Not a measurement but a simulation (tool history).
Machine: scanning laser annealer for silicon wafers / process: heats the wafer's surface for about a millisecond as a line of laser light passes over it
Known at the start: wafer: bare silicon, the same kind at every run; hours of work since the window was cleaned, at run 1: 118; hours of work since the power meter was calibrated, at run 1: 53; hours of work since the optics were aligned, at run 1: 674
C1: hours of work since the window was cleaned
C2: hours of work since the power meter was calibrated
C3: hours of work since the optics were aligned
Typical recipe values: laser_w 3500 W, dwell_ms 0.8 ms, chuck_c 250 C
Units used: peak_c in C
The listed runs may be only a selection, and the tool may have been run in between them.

{"run": 1, "day": 0.0, "laser_w": 3500, "dwell_ms": 0.8, "chuck_c": 250, "C1": 118, "C2": 53, "C3": 674, "peak_c": 959}
{"run": 2, "day": 1.554, "laser_w": 3500, "dwell_ms": 0.8, "chuck_c": 250, "C1": 139, "C2": 74, "C3": 694, "peak_c": 959}
{"run": 3, "day": 3.092, "laser_w": 3500, "dwell_ms": 0.8, "chuck_c": 250, "C1": 159, "C2": 95, "C3": 715, "peak_c": 958}
{"run": 4, "day": 3.829, "laser_w": 3500, "dwell_ms": 0.8, "chuck_c": 250, "C1": 169, "C2": 104, "C3": 725, "peak_c": 956}
{"run": 5, "day": 4.796, "laser_w": 3500, "dwell_ms": 0.8, "chuck_c": 250, "C1": 182, "C2": 117, "C3": 738, "peak_c": 952}
{"run": 6, "day": 6.338, "laser_w": 3500, "dwell_ms": 0.8, "chuck_c": 250, "C1": 203, "C2": 138, "C3": 759, "peak_c": 952}
{"run": 7, "day": 7.571, "laser_w": 3500, "dwell_ms": 0.8, "chuck_c": 280, "C1": 219, "C2": 155, "C3": 775, "peak_c": 980}
{"run": 8, "day": 9.317, "laser_w": 3500, "dwell_ms": 0.8, "chuck_c": 280, "C1": 243, "C2": 178, "C3": 799, "peak_c": 978}
{"run": 9, "day": 10.225, "laser_w": 3500, "dwell_ms": 0.8, "chuck_c": 250, "C1": 255, "C2": 190, "C3": 811, "peak_c": 947}
{"day": 10.55, "done": "optics aligned, line set to its width"}
{"run": 10, "day": 11.188, "laser_w": 3500, "dwell_ms": 0.8, "chuck_c": 250, "C1": 265, "C2": 201, "C3": 9, "peak_c": 950}
{"run": 11, "day": 12.392, "laser_w": 3500, "dwell_ms": 0.8, "chuck_c": 250, "C1": 281, "C2": 217, "C3": 25, "peak_c": 951}
{"run": 12, "day": 13.175, "laser_w": 3500, "dwell_ms": 0.8, "chuck_c": 250, "C1": 292, "C2": 227, "C3": 35, "peak_c": 947}
{"run": 13, "day": 14.917, "laser_w": 3500, "dwell_ms": 0.8, "chuck_c": 250, "C1": 315, "C2": 251, "C3": 59, "peak_c": 945}
{"run": 14, "day": 16.592, "laser_w": 3500, "dwell_ms": 0.8, "chuck_c": 250, "C1": 338, "C2": 273, "C3": 81, "peak_c": 945}
{"run": 15, "day": 18.071, "laser_w": 3500, "dwell_ms": 0.8, "chuck_c": 250, "C1": 358, "C2": 293, "C3": 101, "peak_c": 945}
{"day": 18.304, "done": "window over the wafer cleaned"}
{"run": 16, "day": 19.092, "laser_w": 3500, "dwell_ms": 0.8, "chuck_c": 250, "C1": 11, "C2": 306, "C3": 114, "peak_c": 970}
{"run": 17, "day": 20.229, "laser_w": 3422, "dwell_ms": 0.8, "chuck_c": 250, "C1": 26, "C2": 321, "C3": 129, "peak_c": 944}
{"run": 18, "day": 21.754, "laser_w": 3422, "dwell_ms": 0.8, "chuck_c": 250, "C1": 46, "C2": 341, "C3": 149, "peak_c": 944}
{"run": 19, "day": 22.867, "laser_w": 3422, "dwell_ms": 0.8, "chuck_c": 250, "C1": 61, "C2": 356, "C3": 164, "peak_c": 943}
{"run": 20, "day": 24.442, "laser_w": 3500, "dwell_ms": 0.706, "chuck_c": 250, "C1": 82, "C2": 378, "C3": 186, "peak_c": 917}
{"run": 21, "day": 25.846, "laser_w": 3500, "dwell_ms": 0.706, "chuck_c": 250, "C1": 101, "C2": 396, "C3": 204, "peak_c": 918}
{"run": 22, "day": 27.171, "laser_w": 3632, "dwell_ms": 0.752, "chuck_c": 280, "C1": 119, "C2": 414, "C3": 222, "peak_c": 998}
{"run": 23, "day": 28.829, "laser_w": 3267, "dwell_ms": 0.752, "chuck_c": 276, "C1": 141, "C2": 437, "C3": 245, "peak_c": 904}
{"run": 24, "day": 30.075, "laser_w": 3267, "dwell_ms": 0.752, "chuck_c": 276, "C1": 158, "C2": 453, "C3": 261, "peak_c": 902}
{"run": 25, "day": 30.858, "laser_w": 3500, "dwell_ms": 0.709, "chuck_c": 250, "C1": 169, "C2": 464, "C3": 272, "peak_c": 913}
{"run": 26, "day": 32.488, "laser_w": 3683, "dwell_ms": 0.844, "chuck_c": 266, "C1": 191, "C2": 486, "C3": 294, "peak_c": 1034}
{"run": 27, "day": 34.146, "laser_w": 3683, "dwell_ms": 0.844, "chuck_c": 266, "C1": 213, "C2": 508, "C3": 316, "peak_c": 1033}
{"day": 34.375, "done": "laser's power meter calibrated"}
{"run": 28, "day": 35.321, "laser_w": 3461, "dwell_ms": 0.891, "chuck_c": 266, "C1": 227, "C2": 13, "C3": 330, "peak_c": 992}
{"run": 29, "day": 36.175, "laser_w": 3461, "dwell_ms": 0.714, "chuck_c": 266, "C1": 238, "C2": 24, "C3": 342, "peak_c": 912}
{"run": 30, "day": 37.338, "laser_w": 3461, "dwell_ms": 0.714, "chuck_c": 266, "C1": 254, "C2": 40, "C3": 357, "peak_c": 912}
{"run": 31, "day": 38.375, "laser_w": 3461, "dwell_ms": 0.714, "chuck_c": 266, "C1": 268, "C2": 54, "C3": 371, "peak_c": 914}
{"run": 32, "day": 39.704, "laser_w": 3437, "dwell_ms": 0.852, "chuck_c": 221, "C1": 286, "C2": 72, "C3": 389, "peak_c": 917}
{"run": 33, "day": 41.408, "laser_w": 3437, "dwell_ms": 0.833, "chuck_c": 258, "C1": 309, "C2": 95, "C3": 412, "peak_c": 946}
{"run": 34, "day": 42.446, "laser_w": 3437, "dwell_ms": 0.833, "chuck_c": 258, "C1": 323, "C2": 108, "C3": 426, "peak_c": 944}
{"day": 43.267, "done": "laser's power meter calibrated, once more"}
{"run": 35, "day": 43.883, "laser_w": 3645, "dwell_ms": 0.8, "chuck_c": 232, "C1": 340, "C2": 8, "C3": 443, "peak_c": 967}
{"run": 36, "day": 45.112, "laser_w": 3645, "dwell_ms": 0.8, "chuck_c": 232, "C1": 357, "C2": 25, "C3": 460, "peak_c": 963}
{"day": 45.442, "done": "window over the wafer cleaned"}
{"run": 37, "day": 46.712, "laser_w": 3632, "dwell_ms": 0.584, "chuck_c": 218, "C1": 17, "C2": 45, "C3": 480, "peak_c": 863}
{"run": 38, "day": 48.488, "laser_w": 3500, "dwell_ms": 0.884, "chuck_c": 280, "C1": 41, "C2": 69, "C3": 504, "peak_c": 1037}
{"run": 39, "day": 50.254, "laser_w": 3061, "dwell_ms": 0.745, "chuck_c": 250, "C1": 65, "C2": 93, "C3": 528, "peak_c": 835}
{"run": 40, "day": 50.992, "laser_w": 3061, "dwell_ms": 0.745, "chuck_c": 250, "C1": 75, "C2": 103, "C3": 538, "peak_c": 835}
{"run": 41, "day": 51.992, "laser_w": 3545, "dwell_ms": 0.91, "chuck_c": 285, "C1": 88, "C2": 116, "C3": 551, "peak_c": 1060}

3 ways to go on from here, each from the tool as it stands after run 41. What would each give?
{"run": "A", "day": 53.125, "laser_w": 3230, "dwell_ms": 0.8, "chuck_c": 267, "C1": 103, "C2": 131, "C3": 566, "peak_c": "?"}
{"run": "B", "day": 53.125, "laser_w": 3603, "dwell_ms": 0.781, "chuck_c": 244, "C1": 103, "C2": 131, "C3": 566, "peak_c": "?"}
{"run": "C", "day": 53.125, "laser_w": 3398, "dwell_ms": 0.905, "chuck_c": 252, "C1": 103, "C2": 131, "C3": 566, "peak_c": "?"}

run=A peak_c=914
run=B peak_c=980
run=C peak_c=988
Had the tool no hidden state, the same runs would have come out as:
run=A peak_c=929
run=B peak_c=997
run=C peak_c=1005
